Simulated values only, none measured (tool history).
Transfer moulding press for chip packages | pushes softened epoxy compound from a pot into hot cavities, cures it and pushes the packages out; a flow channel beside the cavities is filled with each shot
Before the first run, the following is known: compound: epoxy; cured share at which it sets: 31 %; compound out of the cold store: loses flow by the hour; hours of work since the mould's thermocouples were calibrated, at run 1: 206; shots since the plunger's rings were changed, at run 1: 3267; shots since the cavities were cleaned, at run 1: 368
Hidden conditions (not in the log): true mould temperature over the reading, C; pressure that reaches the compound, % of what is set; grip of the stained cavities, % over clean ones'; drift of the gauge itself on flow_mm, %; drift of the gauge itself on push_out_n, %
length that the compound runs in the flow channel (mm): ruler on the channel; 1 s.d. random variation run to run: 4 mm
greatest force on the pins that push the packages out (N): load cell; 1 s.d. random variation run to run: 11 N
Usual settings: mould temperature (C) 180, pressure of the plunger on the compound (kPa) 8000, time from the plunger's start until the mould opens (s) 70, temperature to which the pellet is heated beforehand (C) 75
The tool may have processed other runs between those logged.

| run | day | mould temperature (C) | pressure of the plunger on the compound (kPa) | time from the plunger's start until the mould opens (s) | temperature to which the pellet is heated beforehand (C) | hours of work since the mould's thermocouples were calibrated | shots since the plunger's rings were changed | shots since the cavities were cleaned | incoming compound's hours out of the cold store | length that the compound runs in the flow channel (mm) | greatest force on the pins that push the packages out (N) |
|---|---|---|---|---|---|---|---|---|---|---|---|
| 1 | 0 | 180 | 8000 | 70 | 75 | 206 | 3267 | 368 | 37.6 | 856 | 738 |
| 2 | 0.925 | 180 | 8000 | 70 | 75 | 218 | 3529 | 630 | 26.9 | 909 | 888 |
|  | 1.988 | cavities cleaned with cleaning compound and waxed |
| 3 | 2.008 | 180 | 8000 | 70 | 75 | 232 | 3816 | 5 | 13.2 | 970 | 525 |
| 4 | 2.742 | 180 | 8000 | 70 | 75 | 242 | 4023 | 212 | 39.6 | 840 | 688 |
|  | 3.604 | plunger's sealing rings changed |
| 5 | 3.871 | 180 | 8000 | 70 | 75 | 256 | 76 | 502 | 24.7 | 974 | 844 |
| 6 | 4.675 | 180 | 8000 | 70 | 75 | 266 | 302 | 728 | 24.8 | 979 | 947 |
|  | 5.362 | cavities cleaned with cleaning compound and waxed |
| 7 | 5.396 | 180 | 8000 | 70 | 75 | 275 | 488 | 10 | 8.6 | 1076 | 537 |
| 8 | 6.204 | 180 | 8000 | 70 | 75 | 286 | 716 | 238 | 31.3 | 936 | 678 |
| 9 | 6.662 | 180 | 8000 | 70 | 75 | 292 | 845 | 367 | 8.7 | 1062 | 803 |
| 10 | 7.475 | 180 | 8000 | 70 | 75 | 303 | 1075 | 597 | 40.7 | 877 | 867 |
| 11 | 8.188 | 180 | 8000 | 70 | 75 | 312 | 1276 | 798 | 39.4 | 880 | 958 |
|  | 8.612 | cavities cleaned with cleaning compound and waxed |
| 12 | 8.788 | 180 | 8000 | 70 | 75 | 320 | 1428 | 50 | 18.6 | 1005 | 579 |
| 13 | 9.725 | 180 | 8000 | 70 | 75 | 332 | 1692 | 314 | 19.5 | 983 | 749 |
| 14 | 10.421 | 180 | 7390 | 70 | 75 | 342 | 1889 | 511 | 28.4 | 891 | 842 |
|  | 11.029 | mould's thermocouples calibrated |
| 15 | 11.508 | 180 | 8030 | 70 | 67 | 6 | 2172 | 794 | 14 | 999 | 964 |
|  | 11.962 | cavities cleaned with cleaning compound and waxed |
| 16 | 12.038 | 180 | 8030 | 70 | 67 | 13 | 2303 | 21 | 46.4 | 832 | 524 |
| 17 | 12.842 | 180 | 8030 | 70 | 67 | 23 | 2530 | 248 | 28 | 920 | 669 |
| 18 | 13.646 | 180 | 8030 | 108 | 67 | 34 | 2757 | 475 | 32.5 | 898 | 709 |
| 19 | 14.596 | 180 | 8030 | 53 | 67 | 47 | 3025 | 743 | 37.5 | 859 | 1397 |
|  | 15.196 | cavities cleaned with cleaning compound and waxed |
| 20 | 15.621 | 180 | 8000 | 72 | 75 | 60 | 3297 | 121 | 8 | 1023 | 609 |
| 21 | 16.342 | 180 | 8000 | 72 | 80 | 69 | 3500 | 324 | 29 | 894 | 717 |
| 22 | 16.85 | 183 | 6840 | 70 | 69 | 76 | 3644 | 468 | 37.2 | 780 | 754 |
| 23 | 17.442 | 175 | 8150 | 70 | 73 | 84 | 3810 | 634 | 24.5 | 934 | 1051 |
|  | 18.446 | cavities cleaned with cleaning compound and waxed |
| 24 | 18.529 | 175 | 8150 | 70 | 73 | 98 | 4099 | 23 | 46.5 | 818 | 578 |
|  | 19.142 | plunger's sealing rings changed |
| 25 | 19.442 | 175 | 8150 | 70 | 73 | 109 | 85 | 252 | 25 | 994 | 807 |
| 26 | 20.075 | 180 | 7950 | 70 | 79 | 117 | 263 | 430 | 42.2 | 887 | 750 |
| 27 | 20.788 | 180 | 7440 | 79 | 79 | 127 | 464 | 631 | 8.8 | 1035 | 795 |
| 28 | 21.571 | 180 | 7440 | 79 | 79 | 137 | 685 | 852 | 44.1 | 830 | 890 |

What if the next run were any one of these 4? Each begins from the tool's condition after run 28:
|  | 21.796 | cavities cleaned with cleaning compound and waxed |
| A | 22.379 | 180 | 8000 | 59 | 75 | 147 | 895 | 164 | 14.7 | ? | ? |
|  | 21.796 | cavities cleaned with cleaning compound and waxed |
| B | 22.379 | 183 | 6020 | 79 | 79 | 147 | 895 | 164 | 20.7 | ? | ? |
|  | 21.796 | cavities cleaned with cleaning compound and waxed |
| C | 22.379 | 180 | 8070 | 70 | 75 | 147 | 895 | 164 | 16 | ? | ? |
|  | 21.796 | cavities cleaned with cleaning compound and waxed |
| D | 22.379 | 185 | 8610 | 70 | 75 | 147 | 895 | 164 | 39.7 | ? | ? |

| run | length that the compound runs in the flow channel (mm) | greatest force on the pins that push the packages out (N) |
|---|---|---|
| A | 1028 | 815 |
| B | 853 | 559 |
| C | 1021 | 621 |
| D | 916 | 558 |
What these runs would have given with no unlogged condition in the tool:
| run | length that the compound runs in the flow channel (mm) | greatest force on the pins that push the packages out (N) |
|---|---|---|
| A | 1044 | 647 |
| B | 866 | 448 |
| C | 1037 | 497 |
| D | 930 | 446 |

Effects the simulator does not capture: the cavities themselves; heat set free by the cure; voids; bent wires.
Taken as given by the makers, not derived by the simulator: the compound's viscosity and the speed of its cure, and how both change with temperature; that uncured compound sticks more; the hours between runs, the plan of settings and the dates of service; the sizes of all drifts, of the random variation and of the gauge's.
